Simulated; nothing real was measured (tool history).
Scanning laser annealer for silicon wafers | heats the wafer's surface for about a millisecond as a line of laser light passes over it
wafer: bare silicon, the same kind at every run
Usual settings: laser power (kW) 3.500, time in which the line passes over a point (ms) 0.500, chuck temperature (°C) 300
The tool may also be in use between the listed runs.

| run | hour | laser power (kW) | time in which the line passes over a point (ms) | chuck temperature (°C) | highest temperature of the surface (°C) |
|---|---|---|---|---|---|
| 1 | 0.0 | 3.500 | 0.500 | 300 | 1125 |
| 2 | 6.3 | 3.500 | 0.500 | 300 | 1127 |
| 3 | 18.8 | 3.500 | 0.500 | 300 | 1127 |
| 4 | 32.2 | 3.500 | 0.500 | 300 | 1127 |
| 5 | 40.7 | 3.500 | 0.500 | 300 | 1126 |
| 6 | 54.2 | 3.500 | 0.500 | 300 | 1127 |
| 7 | 62.0 | 3.500 | 0.500 | 300 | 1126 |
| 8 | 71.5 | 3.500 | 0.500 | 300 | 1126 |
| 9 | 84.6 | 3.500 | 0.500 | 300 | 1124 |
| 10 | 92.2 | 3.175 | 0.500 | 300 | 1038 |
| 11 | 99.5 | 3.058 | 0.426 | 324 | 972 |
| 12 | 112.6 | 3.500 | 0.493 | 273 | 1090 |
| 13 | 124.1 | 3.472 | 0.478 | 338 | 1137 |
| 14 | 133.3 | 3.472 | 0.478 | 338 | 1134 |
| 15 | 141.2 | 3.500 | 0.574 | 300 | 1183 |
| 16 | 153.3 | 3.500 | 0.574 | 300 | 1185 |
| 17 | 160.7 | 3.500 | 0.574 | 300 | 1183 |
| 18 | 173.0 | 3.598 | 0.500 | 284 | 1130 |
| 19 | 184.4 | 3.436 | 0.409 | 300 | 1022 |
| 20 | 192.8 | 3.736 | 0.565 | 278 | 1225 |

The same runs without the tool's hidden state, with the same run-to-run variation:
The hidden state here: light that passes the window, % of a clean one's; laser's true power over the reading, %; width of the line over the set one, %; drift of the gauge itself on peak_c, C.
| run | highest temperature of the surface (°C) |
|---|---|
| 1 | 1142 |
| 2 | 1144 |
| 3 | 1145 |
| 4 | 1145 |
| 5 | 1144 |
| 6 | 1145 |
| 7 | 1145 |
| 8 | 1145 |
| 9 | 1143 |
| 10 | 1056 |
| 11 | 987 |
| 12 | 1111 |
| 13 | 1157 |
| 14 | 1155 |
| 15 | 1206 |
| 16 | 1209 |
| 17 | 1207 |
| 18 | 1153 |
| 19 | 1042 |
| 20 | 1252 |
